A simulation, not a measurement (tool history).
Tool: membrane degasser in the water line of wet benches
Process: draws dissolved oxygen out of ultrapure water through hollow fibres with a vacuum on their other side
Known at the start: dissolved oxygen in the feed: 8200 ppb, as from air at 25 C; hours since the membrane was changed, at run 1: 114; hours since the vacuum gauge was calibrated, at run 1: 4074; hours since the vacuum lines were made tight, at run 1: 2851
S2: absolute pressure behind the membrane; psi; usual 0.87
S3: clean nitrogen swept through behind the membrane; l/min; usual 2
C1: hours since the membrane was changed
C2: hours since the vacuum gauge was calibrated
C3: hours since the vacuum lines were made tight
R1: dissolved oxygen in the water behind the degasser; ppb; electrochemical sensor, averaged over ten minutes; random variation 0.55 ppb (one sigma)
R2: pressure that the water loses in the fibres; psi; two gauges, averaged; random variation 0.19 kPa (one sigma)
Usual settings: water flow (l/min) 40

{"run": 1, "hour": 0.0, "water flow (l/min)": 40, "S2": 0.87, "S3": 2, "C1": 114, "C2": 4074, "C3": 2851, "R1": 125.9, "R2": 8.955}
{"run": 2, "hour": 33.5, "water flow (l/min)": 40, "S2": 0.87, "S3": 2, "C1": 148, "C2": 4108, "C3": 2885, "R1": 125.9, "R2": 8.969}
{"run": 3, "hour": 100.0, "water flow (l/min)": 40, "S2": 0.87, "S3": 2, "C1": 214, "C2": 4174, "C3": 2951, "R1": 126.3, "R2": 8.897}
{"run": 4, "hour": 161.9, "water flow (l/min)": 26, "S2": 0.87, "S3": 2, "C1": 276, "C2": 4236, "C3": 3013, "R1": 84.3, "R2": 5.817}
{"run": 5, "hour": 230.7, "water flow (l/min)": 40, "S2": 0.87, "S3": 5.56, "C1": 345, "C2": 4305, "C3": 3082, "R1": 50.2, "R2": 8.959}
{"run": 6, "hour": 282.3, "water flow (l/min)": 40, "S2": 0.87, "S3": 4.52, "C1": 396, "C2": 4357, "C3": 3134, "R1": 60.9, "R2": 8.91}
{"run": 7, "hour": 352.1, "water flow (l/min)": 40, "S2": 0.87, "S3": 4.52, "C1": 466, "C2": 4427, "C3": 3203, "R1": 60.8, "R2": 8.939}
{"run": 8, "hour": 384.4, "water flow (l/min)": 40, "S2": 0.87, "S3": 1.24, "C1": 499, "C2": 4459, "C3": 3236, "R1": 187.8, "R2": 8.94}
{"run": 9, "hour": 440.6, "water flow (l/min)": 47, "S2": 0.87, "S3": 2, "C1": 555, "C2": 4515, "C3": 3292, "R1": 144.3, "R2": 10.509}

Run 10 comes next. What will it give?
{"run": 10, "hour": 474.3, "water flow (l/min)": 40, "S2": 1.226, "S3": 4.69, "C1": 588, "C2": 4549, "C3": 3326, "R1": "?", "R2": "?"}

R1: 107.3 ppb
R2: 8.943 psi
Without the tool's hidden state the same run would have given R1 107.2 ppb, R2 8.942 psi.

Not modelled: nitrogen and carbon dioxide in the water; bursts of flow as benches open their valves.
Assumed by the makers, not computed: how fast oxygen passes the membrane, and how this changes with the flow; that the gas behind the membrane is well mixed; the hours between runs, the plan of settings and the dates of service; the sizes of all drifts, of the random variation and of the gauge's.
